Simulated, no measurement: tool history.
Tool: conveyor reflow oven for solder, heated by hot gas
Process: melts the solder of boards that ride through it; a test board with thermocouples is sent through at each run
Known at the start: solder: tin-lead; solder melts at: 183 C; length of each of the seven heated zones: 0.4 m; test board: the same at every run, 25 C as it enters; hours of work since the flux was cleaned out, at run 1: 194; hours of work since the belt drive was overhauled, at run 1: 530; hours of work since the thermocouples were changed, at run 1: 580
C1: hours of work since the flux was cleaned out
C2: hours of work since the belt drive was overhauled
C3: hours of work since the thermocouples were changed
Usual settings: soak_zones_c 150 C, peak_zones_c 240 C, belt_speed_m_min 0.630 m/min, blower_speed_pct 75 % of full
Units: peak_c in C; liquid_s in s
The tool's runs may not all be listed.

{"run": 1, "hour": 0.0, "soak_zones_c": 150, "peak_zones_c": 240, "belt_speed_m_min": 0.63, "blower_speed_pct": 75, "C1": 194, "C2": 530, "C3": 580, "peak_c": 225.3, "liquid_s": 67.8}
{"run": 2, "hour": 16.3, "soak_zones_c": 150, "peak_zones_c": 234, "belt_speed_m_min": 0.63, "blower_speed_pct": 75, "C1": 202, "C2": 538, "C3": 588, "peak_c": 220.5, "liquid_s": 64.7}
{"run": 3, "hour": 38.8, "soak_zones_c": 150, "peak_zones_c": 234, "belt_speed_m_min": 0.63, "blower_speed_pct": 75, "C1": 213, "C2": 549, "C3": 599, "peak_c": 220.0, "liquid_s": 64.9}
{"run": 4, "hour": 55.3, "soak_zones_c": 150, "peak_zones_c": 234, "belt_speed_m_min": 0.63, "blower_speed_pct": 75, "C1": 221, "C2": 557, "C3": 607, "peak_c": 220.4, "liquid_s": 64.7}
{"run": 5, "hour": 69.6, "soak_zones_c": 150, "peak_zones_c": 234, "belt_speed_m_min": 0.63, "blower_speed_pct": 75, "C1": 228, "C2": 564, "C3": 614, "peak_c": 220.3, "liquid_s": 64.7}
{"hour": 79.4, "done": "thermocouples of zones 6 and 7 changed"}
{"run": 6, "hour": 85.2, "soak_zones_c": 150, "peak_zones_c": 234, "belt_speed_m_min": 0.63, "blower_speed_pct": 75, "C1": 235, "C2": 570, "C3": 3, "peak_c": 220.9, "liquid_s": 64.9}
{"run": 7, "hour": 110.6, "soak_zones_c": 150, "peak_zones_c": 234, "belt_speed_m_min": 0.63, "blower_speed_pct": 75, "C1": 247, "C2": 583, "C3": 15, "peak_c": 220.5, "liquid_s": 65.0}
{"run": 8, "hour": 135.0, "soak_zones_c": 150, "peak_zones_c": 234, "belt_speed_m_min": 0.63, "blower_speed_pct": 75, "C1": 259, "C2": 595, "C3": 27, "peak_c": 220.6, "liquid_s": 64.9}
{"run": 9, "hour": 153.8, "soak_zones_c": 165, "peak_zones_c": 234, "belt_speed_m_min": 0.675, "blower_speed_pct": 75, "C1": 269, "C2": 604, "C3": 37, "peak_c": 221.7, "liquid_s": 67.7}
{"run": 10, "hour": 182.7, "soak_zones_c": 156, "peak_zones_c": 240, "belt_speed_m_min": 0.729, "blower_speed_pct": 75, "C1": 283, "C2": 619, "C3": 51, "peak_c": 222.5, "liquid_s": 58.7}
{"run": 11, "hour": 209.2, "soak_zones_c": 146, "peak_zones_c": 240, "belt_speed_m_min": 0.646, "blower_speed_pct": 75, "C1": 296, "C2": 632, "C3": 64, "peak_c": 224.2, "liquid_s": 63.8}

Some steps in peak_c between neighbouring runs. How much of each would the tool show without its hidden state too (settings, what came in, random variation), and how much is left for the hidden state, with any gauge scatter that isn't in both results?
The hidden state here: heat that the gas passes to the board, % of a clean oven's; belt's true speed, % of the reading; true gas temperature in zones 6 and 7 over the reading, C; drift of the gauge itself on peak_c, C; drift of the gauge itself on liquid_s, %.
Run 1 -> 2: peak_zones_c 240 -> 234. peak_c -4.8 C: hidden state +0.0, all else -4.8.
Run 5 -> 6: thermocouples of zones 6 and 7 changed. peak_c +0.6 C: hidden state +0.6, all else +0.0.

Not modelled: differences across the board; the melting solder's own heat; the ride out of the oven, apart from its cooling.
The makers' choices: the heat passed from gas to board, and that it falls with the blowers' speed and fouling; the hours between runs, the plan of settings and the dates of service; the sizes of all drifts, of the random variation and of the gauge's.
